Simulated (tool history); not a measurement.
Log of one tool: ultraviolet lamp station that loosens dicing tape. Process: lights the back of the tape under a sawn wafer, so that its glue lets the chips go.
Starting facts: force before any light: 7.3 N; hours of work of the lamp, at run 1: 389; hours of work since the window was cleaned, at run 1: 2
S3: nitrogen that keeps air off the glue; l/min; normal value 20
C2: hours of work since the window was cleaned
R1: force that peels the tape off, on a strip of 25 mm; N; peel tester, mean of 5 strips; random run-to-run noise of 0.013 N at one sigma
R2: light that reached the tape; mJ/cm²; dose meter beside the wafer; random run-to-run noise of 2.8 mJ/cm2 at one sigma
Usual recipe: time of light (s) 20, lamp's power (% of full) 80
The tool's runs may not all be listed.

Run 1, hour 0.0: usual settings; hours of work of the lamp 389; C2 2. Result: R1 0.707 N, R2 345 mJ/cm².
Run 2, hour 28.6: usual settings; hours of work of the lamp 404; C2 17. Result: R1 0.698 N, R2 343 mJ/cm².
Run 3, hour 74.9: usual settings; hours of work of the lamp 429; C2 42. Result: R1 0.760 N, R2 338 mJ/cm².
Run 4, hour 103.5: usual settings but S3 27 l/min; hours of work of the lamp 444; C2 57. Result: R1 0.672 N, R2 338 mJ/cm².
Run 5, hour 143.3: usual settings but lamp's power (% of full) 70; hours of work of the lamp 465; C2 78. Result: R1 0.967 N, R2 297 mJ/cm².
Run 6, hour 187.7: usual settings; hours of work of the lamp 488; C2 101. Result: R1 0.767 N, R2 332 mJ/cm².
Run 7, hour 227.0: usual settings but time of light (s) 19, lamp's power (% of full) 65, S3 9 l/min; hours of work of the lamp 509; C2 122. Result: R1 1.694 N, R2 247 mJ/cm².
Run 8, hour 260.0: usual settings but time of light (s) 23, S3 19 l/min; hours of work of the lamp 526; C2 139. Result: R1 0.651 N, R2 374 mJ/cm².
At hour 264.1: window cleaned of glue's vapour.
Run 9, hour 293.5: usual settings but time of light (s) 23, lamp's power (% of full) 77, S3 19 l/min; hours of work of the lamp 544; C2 15. Result: R1 0.684 N, R2 348 mJ/cm².
Run 10, hour 318.6: usual settings but time of light (s) 23, lamp's power (% of full) 77, S3 19 l/min; hours of work of the lamp 557; C2 29. Result: R1 0.733 N, R2 347 mJ/cm².
Run 11, hour 367.5: usual settings but S3 22 l/min; hours of work of the lamp 583; C2 55. Result: R1 0.827 N, R2 312 mJ/cm².
Run 12, hour 392.8: usual settings but time of light (s) 15, lamp's power (% of full) 75, S3 11 l/min; hours of work of the lamp 596; C2 68. Result: R1 1.883 N, R2 215 mJ/cm².

Predict each of these 5 candidate next runs independently; none follows another, all start after run 12:
At hour 397.3: window cleaned of glue's vapour, once more.
Run A, hour 433.3: usual settings but time of light (s) 16, lamp's power (% of full) 75, S3 11 l/min; hours of work of the lamp 617; C2 19. Result: R1 ?, R2 ?.
At hour 397.3: window cleaned of glue's vapour, once more.
Run B, hour 433.3: usual settings but time of light (s) 23; hours of work of the lamp 617; C2 19. Result: R1 ?, R2 ?.
At hour 397.3: window cleaned of glue's vapour, once more.
Run C, hour 433.3: usual settings but time of light (s) 26, lamp's power (% of full) 65, S3 30 l/min; hours of work of the lamp 617; C2 19. Result: R1 ?, R2 ?.
At hour 397.3: window cleaned of glue's vapour, once more.
Run D, hour 433.3: usual settings but time of light (s) 34, lamp's power (% of full) 76, S3 6 l/min; hours of work of the lamp 617; C2 19. Result: R1 ?, R2 ?.
At hour 397.3: window cleaned of glue's vapour, once more.
Run E, hour 433.3: usual settings but time of light (s) 14, lamp's power (% of full) 84; hours of work of the lamp 617; C2 19. Result: R1 ?, R2 ?.

run     R1   R2
  A  1.622  247
  B  0.594  379
  C  0.591  353
  D  0.588  538
  E  1.333  249
Without the tool's unlogged condition, the same runs would have read:
run     R1   R2
  A  1.334  282
  B  0.471  433
  C  0.467  402
  D  0.468  614
  E  1.080  283
